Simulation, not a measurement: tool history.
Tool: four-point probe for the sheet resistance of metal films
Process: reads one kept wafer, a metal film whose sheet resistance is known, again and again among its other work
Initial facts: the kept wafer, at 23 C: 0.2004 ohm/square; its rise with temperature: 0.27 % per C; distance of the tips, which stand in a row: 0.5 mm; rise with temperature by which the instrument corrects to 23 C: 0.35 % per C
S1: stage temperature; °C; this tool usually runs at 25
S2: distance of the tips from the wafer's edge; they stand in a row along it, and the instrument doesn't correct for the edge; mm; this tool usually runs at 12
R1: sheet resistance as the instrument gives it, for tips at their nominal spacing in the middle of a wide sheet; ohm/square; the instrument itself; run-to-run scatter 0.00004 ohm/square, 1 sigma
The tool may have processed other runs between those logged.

| run | hour | S1 | S2 | R1 |
|---|---|---|---|---|
| 1 | 0.0 | 25 | 12 | 0.200384 |
| 2 | 13.7 | 25 | 12 | 0.200485 |
| 3 | 26.4 | 25 | 12 | 0.200404 |
| 4 | 39.8 | 25 | 12 | 0.200341 |
| 5 | 62.8 | 25 | 12 | 0.200459 |
| 6 | 78.9 | 25 | 12 | 0.200550 |
| 7 | 101.6 | 25 | 19 | 0.200365 |
| 8 | 118.7 | 23 | 12 | 0.200725 |
| 9 | 130.9 | 23 | 12 | 0.200787 |
| 10 | 148.6 | 33 | 12 | 0.199215 |
|  | 150.6 | stage's thermometer calibrated |
| 11 | 161.5 | 19 | 13 | 0.201506 |
| 12 | 182.2 | 21 | 3 | 0.203969 |
| 13 | 198.7 | 34 | 63 | 0.199027 |
| 14 | 220.6 | 34 | 12 | 0.199197 |
| 15 | 237.7 | 19 | 35 | 0.201385 |
|  | 251.1 | stage's thermometer calibrated, once more |
| 16 | 259.3 | 23 | 22 | 0.200830 |
| 17 | 284.5 | 23 | 23 | 0.200828 |
| 18 | 305.5 | 32 | 12 | 0.199626 |
| 19 | 317.2 | 32 | 12 | 0.199589 |
| 20 | 333.8 | 32 | 18 | 0.199547 |

Each row is a separate what-if for the run after 20, all from the same tool condition, not one after another. Results?
| A | 346.1 | 32 | 31 | ? |
| B | 346.1 | 26 | 63 | ? |
| C | 346.1 | 19 | 12 | ? |

| run | R1 |
|---|---|
| A | 0.199501 |
| B | 0.200382 |
| C | 0.201690 |
With no hidden state in the tool, these same runs would have given:
| run | R1 |
|---|---|
| A | 0.199068 |
| B | 0.199946 |
| C | 0.201251 |
